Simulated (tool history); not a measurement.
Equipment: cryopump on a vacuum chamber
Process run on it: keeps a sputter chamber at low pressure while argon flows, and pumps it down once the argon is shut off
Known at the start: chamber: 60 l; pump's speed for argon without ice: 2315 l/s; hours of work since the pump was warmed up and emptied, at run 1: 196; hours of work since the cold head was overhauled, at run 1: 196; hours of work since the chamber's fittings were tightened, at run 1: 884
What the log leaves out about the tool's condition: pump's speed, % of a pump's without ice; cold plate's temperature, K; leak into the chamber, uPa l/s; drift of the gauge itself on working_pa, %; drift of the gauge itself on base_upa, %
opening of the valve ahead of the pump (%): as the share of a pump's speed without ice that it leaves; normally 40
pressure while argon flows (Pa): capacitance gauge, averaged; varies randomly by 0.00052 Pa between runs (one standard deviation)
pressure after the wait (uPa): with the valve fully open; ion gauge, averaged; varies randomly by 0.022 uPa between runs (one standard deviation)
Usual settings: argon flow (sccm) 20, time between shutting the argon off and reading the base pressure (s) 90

run    day  argon flow (sccm)  time between shutting the argon off and reading the base pressure (s)  opening of the valve ahead of the pump (%)  hours of work since the pump was warmed up and emptied  hours of work since the cold head was overhauled  hours of work since the chamber's fittings were tightened  pressure while argon flows (Pa)  pressure after the wait (uPa)
  1  0.000                 20                                                                     90                                          40                                                     196                                               196                                                        884                           0.0378                           1.71
  2  0.575                 20                                                                     90                                          40                                                     206                                               206                                                        895                           0.0378                           1.64
  3  1.108                 20                                                                     90                                          40                                                     216                                               216                                                        905                           0.0383                           1.65
  4  1.858                 20                                                                     90                                          40                                                     230                                               230                                                        919                           0.0377                           1.70
  5  2.667                 20                                                                     90                                          40                                                     245                                               245                                                        934                           0.0389                           1.74
  6  3.329                 20                                                                     90                                          40                                                     258                                               258                                                        947                           0.0367                           1.76
  7  4.050                 20                                                                     90                                          40                                                     271                                               271                                                        960                           0.0369                           1.76
  8  4.867                 11                                                                     33                                          52                                                     286                                               286                                                        975                           0.0157                           2.63

For run 9, what comes out?
  9  5.588                 19                                                                    139                                          16                                                     300                                               300                                                        989                                ?                              ?

pressure while argon flows (Pa): 0.0888
pressure after the wait (uPa): 1.58
Take away the tool's hidden state, keep the run-to-run variation as it was, and the same run would have given pressure while argon flows (Pa) 0.0881, pressure after the wait (uPa) 0.46.
